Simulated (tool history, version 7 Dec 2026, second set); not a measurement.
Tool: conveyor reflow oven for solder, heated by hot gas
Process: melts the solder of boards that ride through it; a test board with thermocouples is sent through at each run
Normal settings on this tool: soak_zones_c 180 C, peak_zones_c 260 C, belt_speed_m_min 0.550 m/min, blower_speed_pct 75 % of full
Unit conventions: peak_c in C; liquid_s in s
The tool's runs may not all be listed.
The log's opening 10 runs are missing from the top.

run   hour  soak_zones_c  peak_zones_c  belt_speed_m_min  blower_speed_pct  peak_c  liquid_s
 11  109.1           180           260             0.548                75   251.4      69.9
 12  119.6           180           260             0.548                75   251.4      70.0
 13  129.3           180           260             0.548                75   251.6      70.1
 14  140.6           180           260             0.548                75   251.4      69.7
 15  154.6           180           260             0.550                75   251.2      69.5
 16  164.8           170           254             0.522                57   243.6      61.9
 17  173.8           182           270             0.550                62   259.4      75.0
 18  187.4           192           270             0.526                51   260.4      84.0
 19  196.6           167           274             0.617                51   255.5      57.7
 20  204.8           194           260             0.550                52   250.5      75.7
 21  216.0           180           260             0.550                52   249.0      66.5
 22  227.7           194           260             0.550                60   251.6      76.2
 23  241.8           194           260             0.550                60   251.7      76.6
 24  252.1           175           266             0.571                75   255.6      67.1
 25  265.0           175           266             0.571                75   255.5      67.3
 26  271.9           180           260             0.658                67   246.2      52.6
 27  284.8           180           264             0.658                77   251.1      56.2
 28  292.9           191           260             0.550                58   250.7      74.2
 29  303.5           180           257             0.550                75   248.7      67.7
 30  310.5           180           257             0.550                75   248.6      67.5

Predict each of these 5 candidate next runs independently; none follows another, all start after run 30:
  A  324.6           176           257             0.465                75       ?         ?
  B  324.6           180           260             0.519                81       ?         ?
  C  324.6           180           274             0.455                72       ?         ?
  D  324.6           169           260             0.550                66       ?         ?
  E  324.6           180           257             0.488                75       ?         ?

run  peak_c  liquid_s
  A   251.1      82.3
  B   253.1      75.9
  C   268.0      96.3
  D   249.2      62.6
  E   250.7      79.4
Take away the tool's hidden state, keep each run's random variation, and the runs would have read:
run  peak_c  liquid_s
  A   251.2      82.3
  B   253.1      75.9
  C   268.0      96.3
  D   249.3      62.7
  E   250.8      79.4

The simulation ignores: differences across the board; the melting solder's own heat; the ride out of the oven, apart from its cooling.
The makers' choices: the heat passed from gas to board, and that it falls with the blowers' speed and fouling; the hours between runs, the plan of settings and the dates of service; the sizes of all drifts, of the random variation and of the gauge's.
